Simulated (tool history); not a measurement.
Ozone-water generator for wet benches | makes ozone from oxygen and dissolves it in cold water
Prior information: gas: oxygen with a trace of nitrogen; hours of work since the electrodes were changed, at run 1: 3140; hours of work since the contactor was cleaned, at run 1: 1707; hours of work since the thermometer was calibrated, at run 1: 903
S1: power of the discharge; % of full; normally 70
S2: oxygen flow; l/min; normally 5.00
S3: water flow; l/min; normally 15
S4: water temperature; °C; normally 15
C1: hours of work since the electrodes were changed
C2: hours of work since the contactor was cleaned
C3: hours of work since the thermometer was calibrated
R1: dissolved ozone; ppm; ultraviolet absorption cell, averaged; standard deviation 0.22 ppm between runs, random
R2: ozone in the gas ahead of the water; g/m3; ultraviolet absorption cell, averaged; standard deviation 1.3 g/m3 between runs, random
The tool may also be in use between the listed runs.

{"run": 1, "hour": 0.0, "S1": 70, "S2": 5.0, "S3": 15, "S4": 15, "C1": 3140, "C2": 1707, "C3": 903, "R1": 31.9, "R2": 232.5}
{"run": 2, "hour": 134.6, "S1": 70, "S2": 5.0, "S3": 15, "S4": 15, "C1": 3257, "C2": 1825, "C3": 1020, "R1": 31.8, "R2": 236.1}
{"run": 3, "hour": 208.1, "S1": 70, "S2": 5.0, "S3": 11, "S4": 15, "C1": 3321, "C2": 1889, "C3": 1084, "R1": 40.3, "R2": 233.4}
{"run": 4, "hour": 291.9, "S1": 70, "S2": 3.1, "S3": 11, "S4": 15, "C1": 3394, "C2": 1962, "C3": 1157, "R1": 39.3, "R2": 296.2}
{"run": 5, "hour": 361.2, "S1": 92, "S2": 5.0, "S3": 15, "S4": 15, "C1": 3455, "C2": 2022, "C3": 1218, "R1": 37.0, "R2": 273.5}
{"run": 6, "hour": 460.0, "S1": 70, "S2": 5.0, "S3": 15, "S4": 15, "C1": 3541, "C2": 2108, "C3": 1304, "R1": 32.1, "R2": 234.4}
{"run": 7, "hour": 530.2, "S1": 79, "S2": 5.0, "S3": 15, "S4": 15, "C1": 3602, "C2": 2169, "C3": 1365, "R1": 33.7, "R2": 248.5}
{"run": 8, "hour": 604.5, "S1": 79, "S2": 5.0, "S3": 15, "S4": 15, "C1": 3667, "C2": 2234, "C3": 1430, "R1": 33.9, "R2": 250.2}
{"run": 9, "hour": 746.8, "S1": 70, "S2": 5.0, "S3": 15, "S4": 21, "C1": 3791, "C2": 2358, "C3": 1554, "R1": 28.5, "R2": 232.7}
{"run": 10, "hour": 885.3, "S1": 70, "S2": 5.0, "S3": 15, "S4": 15, "C1": 3911, "C2": 2478, "C3": 1674, "R1": 31.8, "R2": 230.1}
{"run": 11, "hour": 986.4, "S1": 70, "S2": 3.15, "S3": 15, "S4": 15, "C1": 3999, "C2": 2566, "C3": 1762, "R1": 30.6, "R2": 287.8}
{"run": 12, "hour": 1068.6, "S1": 70, "S2": 5.0, "S3": 15, "S4": 15, "C1": 4071, "C2": 2638, "C3": 1834, "R1": 31.8, "R2": 231.2}
{"run": 13, "hour": 1185.6, "S1": 70, "S2": 7.41, "S3": 15, "S4": 15, "C1": 4173, "C2": 2740, "C3": 1936, "R1": 32.2, "R2": 191.9}
{"run": 14, "hour": 1289.9, "S1": 70, "S2": 7.41, "S3": 15, "S4": 15, "C1": 4264, "C2": 2831, "C3": 2027, "R1": 31.7, "R2": 191.8}
{"run": 15, "hour": 1440.0, "S1": 70, "S2": 7.41, "S3": 15, "S4": 15, "C1": 4394, "C2": 2962, "C3": 2157, "R1": 31.5, "R2": 191.9}
{"run": 16, "hour": 1567.8, "S1": 70, "S2": 5.0, "S3": 15, "S4": 15, "C1": 4506, "C2": 3073, "C3": 2269, "R1": 31.8, "R2": 228.7}
{"run": 17, "hour": 1678.5, "S1": 70, "S2": 5.0, "S3": 14, "S4": 10, "C1": 4602, "C2": 3169, "C3": 2365, "R1": 36.5, "R2": 230.5}
{"run": 18, "hour": 1762.7, "S1": 70, "S2": 5.0, "S3": 12, "S4": 15, "C1": 4675, "C2": 3243, "C3": 2438, "R1": 37.3, "R2": 231.2}
{"run": 19, "hour": 1834.8, "S1": 70, "S2": 5.0, "S3": 20, "S4": 18, "C1": 4738, "C2": 3305, "C3": 2501, "R1": 23.8, "R2": 229.6}
{"hour": 1880.4, "done": "contactor cleaned"}
{"run": 20, "hour": 1977.4, "S1": 97, "S2": 4.77, "S3": 10, "S4": 18, "C1": 4859, "C2": 84, "C3": 2622, "R1": 47.9, "R2": 280.3}
{"run": 21, "hour": 2051.2, "S1": 70, "S2": 5.0, "S3": 18, "S4": 11, "C1": 4923, "C2": 149, "C3": 2686, "R1": 29.3, "R2": 227.8}
{"run": 22, "hour": 2205.2, "S1": 70, "S2": 2.69, "S3": 21, "S4": 13, "C1": 5057, "C2": 283, "C3": 2820, "R1": 21.4, "R2": 309.5}
{"run": 23, "hour": 2332.7, "S1": 70, "S2": 5.68, "S3": 10, "S4": 13, "C1": 5168, "C2": 394, "C3": 2931, "R1": 43.0, "R2": 216.3}
{"run": 24, "hour": 2457.7, "S1": 70, "S2": 5.68, "S3": 10, "S4": 13, "C1": 5277, "C2": 503, "C3": 3040, "R1": 43.3, "R2": 216.6}

Below are 3 alternative next runs, each starting from the tool's condition after run 24. Predict each:
{"run": "A", "hour": 2572.8, "S1": 70, "S2": 5.0, "S3": 11, "S4": 18, "C1": 5377, "C2": 603, "C3": 3140, "R1": "?", "R2": "?"}
{"run": "B", "hour": 2572.8, "S1": 53, "S2": 7.8, "S3": 10, "S4": 7, "C1": 5377, "C2": 603, "C3": 3140, "R1": "?", "R2": "?"}
{"run": "C", "hour": 2572.8, "S1": 70, "S2": 3.84, "S3": 10, "S4": 13, "C1": 5377, "C2": 603, "C3": 3140, "R1": "?", "R2": "?"}

run=A R1=37.6 R2=230.1
run=B R1=41.3 R2=161.8
run=C R1=44.2 R2=259.6
Without the tool's unlogged condition, the same runs would have read:
run=A R1=37.7 R2=234.8
run=B R1=41.4 R2=165.1
run=C R1=44.3 R2=264.9
